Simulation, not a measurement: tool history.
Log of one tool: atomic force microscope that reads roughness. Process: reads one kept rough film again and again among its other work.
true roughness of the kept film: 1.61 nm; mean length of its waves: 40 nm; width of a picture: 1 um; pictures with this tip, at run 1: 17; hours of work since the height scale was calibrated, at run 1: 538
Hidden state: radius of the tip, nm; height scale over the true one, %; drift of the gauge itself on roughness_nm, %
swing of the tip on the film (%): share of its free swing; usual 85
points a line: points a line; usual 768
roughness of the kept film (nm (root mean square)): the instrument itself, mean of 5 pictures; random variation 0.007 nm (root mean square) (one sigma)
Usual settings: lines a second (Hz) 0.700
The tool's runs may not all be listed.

run   hour  lines a second (Hz)  swing of the tip on the film (%)  points a line  pictures with this tip  hours of work since the height scale was calibrated  roughness of the kept film (nm (root mean square))
  1    0.0                0.700                                85            768                      17                                                  538                                               1.448
  2   37.4                0.700                                85            768                      51                                                  554                                               1.434
  3   58.1                0.700                                85            768                      70                                                  563                                               1.440
  4   74.5                0.700                                85            599                      85                                                  570                                               1.437
  5   97.4                3.428                                85            768                     106                                                  580                                               1.087
     126.0  -- new tip fitted
  6  126.5                3.428                                85            615                       0                                                  592                                               1.081
  7  163.3                3.428                                62            615                      34                                                  608                                               1.401
  8  203.7                3.428                                62            615                      70                                                  625                                               1.396
  9  225.8                3.428                                62            615                      90                                                  634                                               1.390
 10  250.4                3.428                                62            615                     113                                                  645                                               1.390
 11  267.2                3.428                                62            615                     128                                                  652                                               1.394
     270.3  -- new tip fitted
 12  287.6                1.030                                85            768                      15                                                  661                                               1.397
 13  317.5                1.030                                85            768                      43                                                  673                                               1.386
 14  344.1                1.700                                85            311                      67                                                  685                                               1.276
 15  365.8                2.794                                83            768                      86                                                  694                                               1.174
 16  402.3                0.700                                85            466                     120                                                  710                                               1.432
     416.2  -- new tip fitted
 17  424.4                1.268                                85            466                       7                                                  719                                               1.338
 18  462.3                0.700                                65            323                      42                                                  735                                               1.523

The next listed run, before its measurement:
 19  491.1                1.474                                65            267                      68                                                  747                                                   ?

roughness of the kept film (nm (root mean square)): 1.452
Without the tool's hidden state the same run would have given roughness of the kept film (nm (root mean square)) 1.455.
